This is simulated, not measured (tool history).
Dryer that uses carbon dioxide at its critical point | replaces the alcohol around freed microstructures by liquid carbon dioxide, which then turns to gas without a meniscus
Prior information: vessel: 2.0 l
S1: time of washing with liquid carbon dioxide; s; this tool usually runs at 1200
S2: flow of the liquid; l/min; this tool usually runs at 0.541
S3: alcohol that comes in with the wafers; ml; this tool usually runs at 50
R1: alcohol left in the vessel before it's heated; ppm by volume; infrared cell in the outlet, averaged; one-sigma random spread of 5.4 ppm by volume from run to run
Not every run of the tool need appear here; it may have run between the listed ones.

| run | hour | S1 | S2 | S3 | R1 |
|---|---|---|---|---|---|
| 1 | 0.0 | 1200 | 0.541 | 50 | 209 |
| 2 | 11.7 | 1200 | 0.541 | 50 | 217 |
| 3 | 22.0 | 1200 | 0.541 | 50 | 225 |
| 4 | 36.7 | 1200 | 0.541 | 50 | 240 |
| 5 | 50.7 | 1320 | 0.541 | 50 | 173 |
| 6 | 68.0 | 1320 | 0.541 | 50 | 171 |
| 7 | 78.1 | 1320 | 0.541 | 50 | 180 |
| 8 | 89.4 | 960 | 0.541 | 50 | 597 |
| 9 | 106.7 | 1200 | 0.338 | 50 | 1437 |
| 10 | 115.8 | 1260 | 0.633 | 79 | 158 |
|  | 122.2 | inlet filter changed |
| 11 | 129.9 | 1140 | 0.627 | 90 | 180 |

Pick out some run-to-run changes in R1. Of each, how much would a tool without hidden state show as well, from the settings, what came in and chance, and how much is left for the hidden state and any gauge scatter not in both results compared?
Hidden conditions of the tool in this case: flow that reaches the vessel past the clogged filter, %; alcohol in the recycled carbon dioxide, ppm; drift of the gauge itself on alcohol_ppm, %.
Run 9 -> 10: S1 1200 -> 1260, S2 0.338 -> 0.633, S3 50 -> 79. R1 -1279 ppm by volume: hidden state -353, all else -926.
